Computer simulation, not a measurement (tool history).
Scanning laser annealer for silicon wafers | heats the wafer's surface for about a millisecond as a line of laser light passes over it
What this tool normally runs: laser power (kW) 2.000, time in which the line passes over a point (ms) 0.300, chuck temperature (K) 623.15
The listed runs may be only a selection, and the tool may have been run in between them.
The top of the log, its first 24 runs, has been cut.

| run | hour | laser power (kW) | time in which the line passes over a point (ms) | chuck temperature (K) | hours of work since the window was cleaned | hours of work since the power meter was calibrated | hours of work since the optics were aligned | highest temperature of the surface (K) |
|---|---|---|---|---|---|---|---|---|
| 25 | 294.1 | 1.851 | 0.223 | 651.15 | 352 | 222 | 582 | 1191.15 |
| 26 | 309.4 | 1.905 | 0.221 | 623.15 | 362 | 232 | 592 | 1175.15 |
| 27 | 318.5 | 1.905 | 0.221 | 629.15 | 367 | 238 | 598 | 1181.15 |
| 28 | 332.1 | 1.905 | 0.243 | 613.15 | 376 | 246 | 607 | 1196.15 |
| 29 | 346.1 | 1.717 | 0.231 | 641.15 | 385 | 255 | 616 | 1149.15 |
| 30 | 354.2 | 2.021 | 0.234 | 645.15 | 390 | 261 | 621 | 1255.15 |
| 31 | 365.1 | 2.028 | 0.317 | 597.15 | 397 | 267 | 628 | 1324.15 |
| 32 | 378.2 | 1.898 | 0.252 | 645.15 | 406 | 276 | 636 | 1236.15 |
| 33 | 392.5 | 1.898 | 0.252 | 645.15 | 415 | 285 | 645 | 1236.15 |
| 34 | 406.9 | 2.197 | 0.326 | 584.15 | 424 | 294 | 655 | 1391.15 |
| 35 | 421.9 | 1.794 | 0.220 | 639.15 | 434 | 304 | 664 | 1147.15 |
| 36 | 430.4 | 1.794 | 0.220 | 639.15 | 439 | 309 | 670 | 1151.15 |
| 37 | 440.4 | 1.797 | 0.243 | 639.15 | 445 | 316 | 676 | 1183.15 |
| 38 | 456.6 | 2.071 | 0.222 | 623.15 | 456 | 326 | 686 | 1228.15 |
| 39 | 468.3 | 2.071 | 0.300 | 613.15 | 463 | 334 | 694 | 1330.15 |
| 40 | 482.6 | 2.071 | 0.300 | 613.15 | 472 | 343 | 703 | 1329.15 |
| 41 | 496.5 | 2.000 | 0.238 | 587.15 | 481 | 352 | 712 | 1190.15 |
| 42 | 511.7 | 2.000 | 0.334 | 584.15 | 491 | 361 | 722 | 1315.15 |

Consider 3 possible next runs. They are alternatives, not a sequence: every one starts from the tool as it was left by run 42. What does each give?
| A | 522.4 | 1.960 | 0.359 | 600.15 | 498 | 368 | 728 | ? |
| B | 522.4 | 1.974 | 0.295 | 635.15 | 498 | 368 | 728 | ? |
| C | 522.4 | 1.819 | 0.334 | 584.15 | 498 | 368 | 728 | ? |

| run | highest temperature of the surface (K) |
|---|---|
| A | 1343.15 |
| B | 1307.15 |
| C | 1241.15 |
Take away the tool's hidden state, keep each run's random variation, and the runs would have read:
| run | highest temperature of the surface (K) |
|---|---|
| A | 1382.15 |
| B | 1342.15 |
| C | 1275.15 |
